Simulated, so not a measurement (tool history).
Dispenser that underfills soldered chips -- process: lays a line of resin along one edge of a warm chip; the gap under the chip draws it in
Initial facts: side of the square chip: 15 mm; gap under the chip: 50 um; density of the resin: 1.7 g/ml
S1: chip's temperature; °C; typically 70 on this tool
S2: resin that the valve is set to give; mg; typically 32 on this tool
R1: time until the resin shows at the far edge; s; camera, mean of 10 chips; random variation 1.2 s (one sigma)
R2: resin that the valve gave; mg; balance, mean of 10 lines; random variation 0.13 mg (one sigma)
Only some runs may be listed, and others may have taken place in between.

| run | hour | S1 | S2 | R1 | R2 |
|---|---|---|---|---|---|
| 1 | 0 | 70 | 32 | 168.6 | 30.74 |
|  | 2.8 | new syringe of resin |
| 2 | 5.3 | 70 | 32 | 123.8 | 30.52 |
| 3 | 10.3 | 70 | 32 | 159.7 | 30.38 |
|  | 14 | dispensing valve cleaned and set on the balance |
| 4 | 14 | 75 | 32 | 139.8 | 32.1 |
|  | 16.3 | new syringe of resin |
| 5 | 19.6 | 75 | 41.4 | 102.3 | 41.38 |
| 6 | 23.1 | 75 | 41.4 | 118.7 | 41.69 |
| 7 | 26.8 | 75 | 41.4 | 140 | 41.4 |
|  | 28.8 | new syringe of resin |
| 8 | 31.3 | 75 | 41.4 | 97.3 | 40.84 |
| 9 | 35.9 | 70 | 39.7 | 146.8 | 39.24 |
| 10 | 38.4 | 70 | 30.5 | 169 | 30.02 |
|  | 41.3 | new syringe of resin |
| 11 | 42 | 56 | 32 | 224.6 | 31.6 |
| 12 | 44.3 | 70 | 36.3 | 129.6 | 36.11 |
| 13 | 46.6 | 70 | 32 | 144.2 | 31.48 |
| 14 | 51.5 | 66 | 36.6 | 209.8 | 36.26 |
|  | 53.7 | new syringe of resin |
| 15 | 55.8 | 66 | 36.6 | 144.8 | 35.98 |
| 16 | 58.7 | 66 | 27.4 | 172 | 26.88 |
| 17 | 62.1 | 80 | 39.1 | 103 | 38.64 |
|  | 66 | new syringe of resin |
| 18 | 67.1 | 80 | 39.1 | 73.6 | 38.43 |
| 19 | 71.1 | 57 | 40 | 249 | 39.48 |
| 20 | 73.5 | 61 | 34.3 | 229.7 | 33.34 |
| 21 | 76 | 61 | 34.3 | 256 | 33.48 |
|  | 78.4 | new syringe of resin |
| 22 | 80.3 | 65 | 32 | 155.2 | 31.46 |
| 23 | 84.6 | 59 | 29.8 | 245.7 | 28.87 |
| 24 | 88.9 | 59 | 29.8 | 297.6 | 29.32 |
|  | 90.7 | new syringe of resin |
| 25 | 92.5 | 62 | 32.7 | 166.8 | 31.84 |
| 26 | 95.1 | 55 | 35.5 | 258.3 | 34.37 |

For some of the steps in R1 from one run to the next: how much would appear even if the tool had no hidden state, given the settings, what came in and random variation, and how much remains for the hidden state plus any gauge scatter that the measured result and the result without hidden state don't share?
Hidden state present: resin's viscosity, % of fresh resin's; dose that the valve gives, % of what is set; true chip temperature over the reading, C; drift of the gauge itself on fill_s, %; drift of the gauge itself on given_mg, %.
Run 18 -> 19: S1 80 -> 57, S2 39.1 -> 40. R1 +175.4 s: hidden state +43.6, all else +131.8.
Run 21 -> 22: S1 61 -> 65, S2 34.3 -> 32, new syringe of resin. R1 -100.8 s: hidden state -76.4, all else -24.4.
Run 24 -> 25: S1 59 -> 62, S2 29.8 -> 32.7, new syringe of resin. R1 -130.8 s: hidden state -105.1, all else -25.7.

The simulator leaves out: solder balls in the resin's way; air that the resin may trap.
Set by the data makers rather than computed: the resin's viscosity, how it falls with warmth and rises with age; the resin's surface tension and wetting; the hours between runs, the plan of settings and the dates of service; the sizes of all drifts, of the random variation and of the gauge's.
